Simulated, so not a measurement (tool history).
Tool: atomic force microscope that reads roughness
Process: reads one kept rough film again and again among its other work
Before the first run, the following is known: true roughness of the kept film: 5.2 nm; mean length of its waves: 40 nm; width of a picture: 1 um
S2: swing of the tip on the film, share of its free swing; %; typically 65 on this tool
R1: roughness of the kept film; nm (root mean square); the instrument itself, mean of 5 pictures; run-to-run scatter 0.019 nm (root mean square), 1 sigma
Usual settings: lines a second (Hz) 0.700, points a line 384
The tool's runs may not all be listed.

Run 1, hour 0.0: usual settings. Result: R1 3.822 nm (root mean square).
Run 2, hour 8.0: usual settings. Result: R1 3.766 nm (root mean square).
At hour 12.5: new tip fitted.
Run 3, hour 15.5: usual settings. Result: R1 4.584 nm (root mean square).
Run 4, hour 26.5: usual settings but S2 70 %. Result: R1 4.447 nm (root mean square).
Run 5, hour 31.9: usual settings but S2 60 %. Result: R1 4.508 nm (root mean square).
Run 6, hour 38.0: usual settings but S2 60 %. Result: R1 4.460 nm (root mean square).
Run 7, hour 45.2: usual settings but S2 60 %. Result: R1 4.442 nm (root mean square).
Run 8, hour 55.2: usual settings. Result: R1 4.302 nm (root mean square).
Run 9, hour 64.9: usual settings but lines a second (Hz) 0.594, S2 59 %, points a line 593. Result: R1 4.330 nm (root mean square).
Run 10, hour 73.7: usual settings but lines a second (Hz) 2.088, S2 66 %, points a line 277. Result: R1 3.905 nm (root mean square).
At hour 75.8: height scale calibrated on a step standard.
Run 11, hour 80.3: usual settings but S2 84 %. Result: R1 3.953 nm (root mean square).
Run 12, hour 89.8: usual settings but lines a second (Hz) 1.117, S2 74 %, points a line 466. Result: R1 3.913 nm (root mean square).
Run 13, hour 101.1: usual settings but lines a second (Hz) 1.789, S2 88 %, points a line 470. Result: R1 3.288 nm (root mean square).

Run 14 comes next. What will it give?
Run 14, hour 112.2: usual settings but lines a second (Hz) 1.789, S2 88 %, points a line 470. Result: R1 ?.

{"run 14": {"R1": 3.253}}
Had the tool carried no hidden state, the very same run would have given R1 3.732 nm (root mean square).
